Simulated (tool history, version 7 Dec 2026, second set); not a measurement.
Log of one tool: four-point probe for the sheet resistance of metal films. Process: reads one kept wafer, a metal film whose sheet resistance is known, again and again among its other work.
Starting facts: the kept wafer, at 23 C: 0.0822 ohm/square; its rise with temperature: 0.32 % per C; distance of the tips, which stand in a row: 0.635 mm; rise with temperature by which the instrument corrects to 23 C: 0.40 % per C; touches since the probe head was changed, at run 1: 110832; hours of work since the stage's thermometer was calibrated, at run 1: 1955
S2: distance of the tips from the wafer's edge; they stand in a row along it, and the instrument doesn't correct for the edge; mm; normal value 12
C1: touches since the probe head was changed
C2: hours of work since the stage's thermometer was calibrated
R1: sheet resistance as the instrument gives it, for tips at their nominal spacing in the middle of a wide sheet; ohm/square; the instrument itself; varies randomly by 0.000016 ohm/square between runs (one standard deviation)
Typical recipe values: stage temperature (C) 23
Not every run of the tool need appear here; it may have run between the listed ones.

run 1 hour=0 | stage_temperature_(C)=23 S2=12 | C1=110832 C2=1955 | R1=0.082329
run 2 hour=60.9 | stage_temperature_(C)=23 S2=12 | C1=112747 C2=1992 | R1=0.082311
-- hour=89.3 new probe head fitted
run 3 hour=149.5 | stage_temperature_(C)=23 S2=12 | C1=1891 C2=2046 | R1=0.08232
run 4 hour=204 | stage_temperature_(C)=19 S2=12 | C1=3605 C2=2079 | R1=0.082628
run 5 hour=293.7 | stage_temperature_(C)=19 S2=12 | C1=6422 C2=2134 | R1=0.082613
run 6 hour=410.3 | stage_temperature_(C)=19 S2=12 | C1=10087 C2=2205 | R1=0.082617
run 7 hour=532.6 | stage_temperature_(C)=19 S2=12 | C1=13928 C2=2280 | R1=0.082606
run 8 hour=592.8 | stage_temperature_(C)=19 S2=12 | C1=15820 C2=2317 | R1=0.082625
run 9 hour=676 | stage_temperature_(C)=23 S2=12 | C1=18436 C2=2368 | R1=0.082332
run 10 hour=781 | stage_temperature_(C)=23 S2=12 | C1=21733 C2=2432 | R1=0.082317
-- hour=792.1 stage's thermometer calibrated
run 11 hour=860.9 | stage_temperature_(C)=23 S2=12 | C1=24228 C2=42 | R1=0.08232
run 12 hour=957 | stage_temperature_(C)=23 S2=12 | C1=27248 C2=101 | R1=0.08232
run 13 hour=1071.2 | stage_temperature_(C)=23 S2=12 | C1=30837 C2=171 | R1=0.082333
run 14 hour=1190.7 | stage_temperature_(C)=33 S2=12 | C1=34591 C2=244 | R1=0.081626
run 15 hour=1311.6 | stage_temperature_(C)=33 S2=12 | C1=38392 C2=318 | R1=0.081628
run 16 hour=1416.7 | stage_temperature_(C)=33 S2=12 | C1=41694 C2=382 | R1=0.081621
run 17 hour=1517.3 | stage_temperature_(C)=33 S2=12 | C1=44856 C2=444 | R1=0.081629
run 18 hour=1639.1 | stage_temperature_(C)=33 S2=12 | C1=48681 C2=518 | R1=0.081641
run 19 hour=1724.4 | stage_temperature_(C)=27 S2=16 | C1=51360 C2=570 | R1=0.081964
run 20 hour=1831.6 | stage_temperature_(C)=24 S2=7 | C1=54729 C2=636 | R1=0.082495
run 21 hour=1908.5 | stage_temperature_(C)=22 S2=4 | C1=57148 C2=683 | R1=0.083383
run 22 hour=2013.6 | stage_temperature_(C)=22 S2=4 | C1=60450 C2=748 | R1=0.083388

Run 23 comes next. What will it give?
run 23 hour=2106.3 | stage_temperature_(C)=23 S2=12 | C1=63361 C2=804 | R1=?

R1: 0.082325 ohm/square
With the hidden condition absent and the run-to-run variation left alone, this run would have shown R1 0.082318 ohm/square.
